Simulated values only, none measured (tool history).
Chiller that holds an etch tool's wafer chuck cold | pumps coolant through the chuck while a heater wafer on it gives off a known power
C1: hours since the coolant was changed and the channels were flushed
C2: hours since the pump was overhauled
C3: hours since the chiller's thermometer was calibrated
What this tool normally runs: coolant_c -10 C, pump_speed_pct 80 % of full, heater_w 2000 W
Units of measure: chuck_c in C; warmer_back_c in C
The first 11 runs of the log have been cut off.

run 12 hour=260.3 | coolant_c=-10 pump_speed_pct=80 heater_w=2000 | C1=3968 C2=1516 C3=2488 | chuck_c=8.9 warmer_back_c=7.11
run 13 hour=284.3 | coolant_c=0 pump_speed_pct=80 heater_w=2000 | C1=3992 C2=1540 C3=2512 | chuck_c=19.1 warmer_back_c=7.21
-- hour=292.3 coolant pump overhauled
run 14 hour=313.2 | coolant_c=0 pump_speed_pct=80 heater_w=2000 | C1=4016 C2=21 C3=2536 | chuck_c=19.0 warmer_back_c=7.17
run 15 hour=345.4 | coolant_c=0 pump_speed_pct=80 heater_w=2000 | C1=4048 C2=53 C3=2568 | chuck_c=18.9 warmer_back_c=7.25
run 16 hour=376.4 | coolant_c=0 pump_speed_pct=80 heater_w=2000 | C1=4079 C2=84 C3=2599 | chuck_c=19.0 warmer_back_c=7.23
run 17 hour=407.7 | coolant_c=-13 pump_speed_pct=71 heater_w=1978 | C1=4111 C2=115 C3=2630 | chuck_c=7.2 warmer_back_c=8.11
run 18 hour=430.7 | coolant_c=-10 pump_speed_pct=74 heater_w=2050 | C1=4134 C2=138 C3=2653 | chuck_c=10.7 warmer_back_c=8.06
-- hour=449.8 coolant pump overhauled, once more
run 19 hour=453.2 | coolant_c=-10 pump_speed_pct=74 heater_w=2050 | C1=4151 C2=3 C3=2671 | chuck_c=10.1 warmer_back_c=7.79
run 20 hour=483.1 | coolant_c=-13 pump_speed_pct=82 heater_w=2180 | C1=4181 C2=33 C3=2701 | chuck_c=7.2 warmer_back_c=7.51
run 21 hour=498.5 | coolant_c=-13 pump_speed_pct=82 heater_w=2180 | C1=4196 C2=49 C3=2716 | chuck_c=7.2 warmer_back_c=7.49
run 22 hour=527.3 | coolant_c=-13 pump_speed_pct=82 heater_w=2180 | C1=4225 C2=78 C3=2745 | chuck_c=7.4 warmer_back_c=7.54
run 23 hour=557.5 | coolant_c=-13 pump_speed_pct=82 heater_w=2180 | C1=4255 C2=108 C3=2775 | chuck_c=7.2 warmer_back_c=7.52
run 24 hour=575.2 | coolant_c=-9 pump_speed_pct=65 heater_w=1551 | C1=4273 C2=125 C3=2793 | chuck_c=7.6 warmer_back_c=6.76
run 25 hour=592.4 | coolant_c=-10 pump_speed_pct=80 heater_w=1354 | C1=4290 C2=143 C3=2810 | chuck_c=3.0 warmer_back_c=4.77
run 26 hour=607.5 | coolant_c=-9 pump_speed_pct=80 heater_w=1054 | C1=4305 C2=158 C3=2825 | chuck_c=1.0 warmer_back_c=3.71
run 27 hour=639.5 | coolant_c=-10 pump_speed_pct=97 heater_w=2000 | C1=4337 C2=190 C3=2857 | chuck_c=6.9 warmer_back_c=5.88
run 28 hour=669.2 | coolant_c=-10 pump_speed_pct=97 heater_w=2000 | C1=4367 C2=219 C3=2887 | chuck_c=7.0 warmer_back_c=5.75
run 29 hour=687.7 | coolant_c=-7 pump_speed_pct=85 heater_w=1211 | C1=4386 C2=238 C3=2905 | chuck_c=4.4 warmer_back_c=3.98
run 30 hour=720.5 | coolant_c=-6 pump_speed_pct=71 heater_w=1032 | C1=4418 C2=271 C3=2938 | chuck_c=4.9 warmer_back_c=4.12
run 31 hour=746.5 | coolant_c=-7 pump_speed_pct=98 heater_w=1865 | C1=4444 C2=297 C3=2964 | chuck_c=8.8 warmer_back_c=5.39

Each row is a separate what-if for the run after 31, all from the same tool condition, not one after another. Results?
run A hour=773.4 | coolant_c=-6 pump_speed_pct=71 heater_w=1031 | C1=4471 C2=324 C3=2991 | chuck_c=? warmer_back_c=?
run B hour=773.4 | coolant_c=-13 pump_speed_pct=91 heater_w=1865 | C1=4471 C2=324 C3=2991 | chuck_c=? warmer_back_c=?
run C hour=773.4 | coolant_c=-2 pump_speed_pct=83 heater_w=1865 | C1=4471 C2=324 C3=2991 | chuck_c=? warmer_back_c=?
run D hour=773.4 | coolant_c=-19 pump_speed_pct=68 heater_w=1634 | C1=4471 C2=324 C3=2991 | chuck_c=? warmer_back_c=?
run E hour=773.4 | coolant_c=-10 pump_speed_pct=68 heater_w=1338 | C1=4471 C2=324 C3=2991 | chuck_c=? warmer_back_c=?

run=A chuck_c=4.8 warmer_back_c=4.11
run=B chuck_c=3.4 warmer_back_c=5.79
run=C chuck_c=15.4 warmer_back_c=6.30
run=D chuck_c=-1.8 warmer_back_c=6.78
run=E chuck_c=4.1 warmer_back_c=5.62
With the hidden condition removed and each run's random variation left untouched, the same runs would have given:
run=A chuck_c=3.3 warmer_back_c=4.13
run=B chuck_c=1.3 warmer_back_c=5.81
run=C chuck_c=13.2 warmer_back_c=6.32
run=D chuck_c=-3.9 warmer_back_c=6.81
run=E chuck_c=2.3 warmer_back_c=5.64
